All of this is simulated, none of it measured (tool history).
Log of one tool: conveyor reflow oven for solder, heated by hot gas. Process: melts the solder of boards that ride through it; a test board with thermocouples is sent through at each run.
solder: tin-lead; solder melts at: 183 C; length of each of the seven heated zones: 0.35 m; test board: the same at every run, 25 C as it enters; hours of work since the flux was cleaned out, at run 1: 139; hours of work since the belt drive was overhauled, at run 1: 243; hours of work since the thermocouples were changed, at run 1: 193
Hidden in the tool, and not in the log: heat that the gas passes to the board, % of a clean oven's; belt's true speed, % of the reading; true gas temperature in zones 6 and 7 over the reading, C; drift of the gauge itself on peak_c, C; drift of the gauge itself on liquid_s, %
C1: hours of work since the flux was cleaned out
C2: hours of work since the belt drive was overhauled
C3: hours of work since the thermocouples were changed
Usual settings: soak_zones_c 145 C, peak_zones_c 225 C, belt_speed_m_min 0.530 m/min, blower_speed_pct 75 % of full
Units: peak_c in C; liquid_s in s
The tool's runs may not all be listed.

Run 1, day 0.000: usual settings; C1 139; C2 243; C3 193. Result: peak_c 207.5 C, liquid_s 54.4 s.
Run 2, day 1.892: usual settings but peak_zones_c 231 C; C1 169; C2 273; C3 223. Result: peak_c 213.6 C, liquid_s 59.1 s.
Run 3, day 3.988: usual settings but peak_zones_c 238 C; C1 202; C2 306; C3 256. Result: peak_c 218.5 C, liquid_s 62.8 s.
Run 4, day 6.583: usual settings but peak_zones_c 223 C; C1 243; C2 347; C3 297. Result: peak_c 206.0 C, liquid_s 51.0 s.
Run 5, day 8.562: usual settings but soak_zones_c 146 C; C1 274; C2 378; C3 329. Result: peak_c 207.7 C, liquid_s 52.7 s.
Run 6, day 10.296: usual settings; C1 302; C2 406; C3 356. Result: peak_c 207.3 C, liquid_s 52.7 s.
Run 7, day 11.842: usual settings; C1 326; C2 430; C3 380. Result: peak_c 207.8 C, liquid_s 52.0 s.
At day 13.021: flux residue cleaned out of gas plates and filters.
Run 8, day 14.433: usual settings; C1 22; C2 468; C3 418. Result: peak_c 208.8 C, liquid_s 54.5 s.
Run 9, day 15.633: usual settings; C1 41; C2 487; C3 437. Result: peak_c 207.6 C, liquid_s 55.0 s.
Run 10, day 17.696: usual settings; C1 74; C2 520; C3 470. Result: peak_c 207.3 C, liquid_s 54.6 s.
Run 11, day 19.529: usual settings; C1 103; C2 549; C3 499. Result: peak_c 207.6 C, liquid_s 53.4 s.
Run 12, day 20.946: usual settings; C1 125; C2 571; C3 521. Result: peak_c 207.4 C, liquid_s 53.7 s.
Run 13, day 23.146: usual settings but soak_zones_c 157 C, belt_speed_m_min 0.525 m/min, blower_speed_pct 63 % of full; C1 160; C2 606; C3 556. Result: peak_c 206.3 C, liquid_s 58.0 s.
Run 14, day 25.642: usual settings but soak_zones_c 134 C, peak_zones_c 217 C, belt_speed_m_min 0.498 m/min, blower_speed_pct 65 % of full; C1 200; C2 645; C3 596. Result: peak_c 197.5 C, liquid_s 36.5 s.
Run 15, day 27.971: usual settings but soak_zones_c 134 C, peak_zones_c 217 C, belt_speed_m_min 0.498 m/min, blower_speed_pct 65 % of full; C1 237; C2 682; C3 632. Result: peak_c 197.0 C, liquid_s 36.4 s.
Run 16, day 29.329: usual settings but soak_zones_c 134 C, peak_zones_c 217 C, belt_speed_m_min 0.498 m/min, blower_speed_pct 65 % of full; C1 258; C2 704; C3 654. Result: peak_c 197.0 C, liquid_s 36.1 s.
Run 17, day 31.488: usual settings but peak_zones_c 217 C, blower_speed_pct 67 % of full; C1 292; C2 738; C3 688. Result: peak_c 198.5 C, liquid_s 39.7 s.
Run 18, day 33.617: usual settings but soak_zones_c 132 C, peak_zones_c 237 C; C1 326; C2 772; C3 722. Result: peak_c 213.3 C, liquid_s 54.2 s.
At day 34.671: flux residue cleaned out of gas plates and filters.
Run 19, day 35.850: usual settings but soak_zones_c 132 C, peak_zones_c 237 C; C1 19; C2 804; C3 754. Result: peak_c 214.9 C, liquid_s 54.8 s.
Run 20, day 37.833: usual settings but belt_speed_m_min 0.556 m/min, blower_speed_pct 62 % of full; C1 50; C2 835; C3 785. Result: peak_c 201.6 C, liquid_s 42.5 s.
Run 21, day 40.104: usual settings but soak_zones_c 131 C, peak_zones_c 221 C; C1 86; C2 871; C3 821. Result: peak_c 201.7 C, liquid_s 40.2 s.
Run 22, day 41.283: usual settings but soak_zones_c 131 C, peak_zones_c 221 C; C1 105; C2 890; C3 840. Result: peak_c 202.1 C, liquid_s 40.0 s.
Run 23, day 42.838: usual settings but peak_zones_c 224 C, belt_speed_m_min 0.584 m/min; C1 129; C2 914; C3 864. Result: peak_c 203.4 C, liquid_s 43.6 s.
Run 24, day 44.000: usual settings but peak_zones_c 224 C, belt_speed_m_min 0.584 m/min; C1 148; C2 933; C3 883. Result: peak_c 203.8 C, liquid_s 42.5 s.

5 ways to go on from here, each from the tool as it stands after run 24. What would each give?
Run A, day 45.204: usual settings but belt_speed_m_min 0.619 m/min; C1 167; C2 952; C3 902. Result: peak_c ?, liquid_s ?.
Run B, day 45.204: usual settings but peak_zones_c 232 C, belt_speed_m_min 0.515 m/min; C1 167; C2 952; C3 902. Result: peak_c ?, liquid_s ?.
Run C, day 45.204: usual settings but soak_zones_c 138 C; C1 167; C2 952; C3 902. Result: peak_c ?, liquid_s ?.
Run D, day 45.204: usual settings but peak_zones_c 219 C, belt_speed_m_min 0.584 m/min; C1 167; C2 952; C3 902. Result: peak_c ?, liquid_s ?.
Run E, day 45.204: usual settings but soak_zones_c 144 C, peak_zones_c 226 C; C1 167; C2 952; C3 902. Result: peak_c ?, liquid_s ?.

run  peak_c  liquid_s
  A   202.1      38.5
  B   213.4      61.6
  C   205.8      48.5
  D   199.1      38.0
  E   207.5      52.5
Without the tool's hidden state the same runs would have given:
run  peak_c  liquid_s
  A   204.5      40.6
  B   215.9      62.9
  C   208.2      50.5
  D   201.5      40.7
  E   210.0      54.3
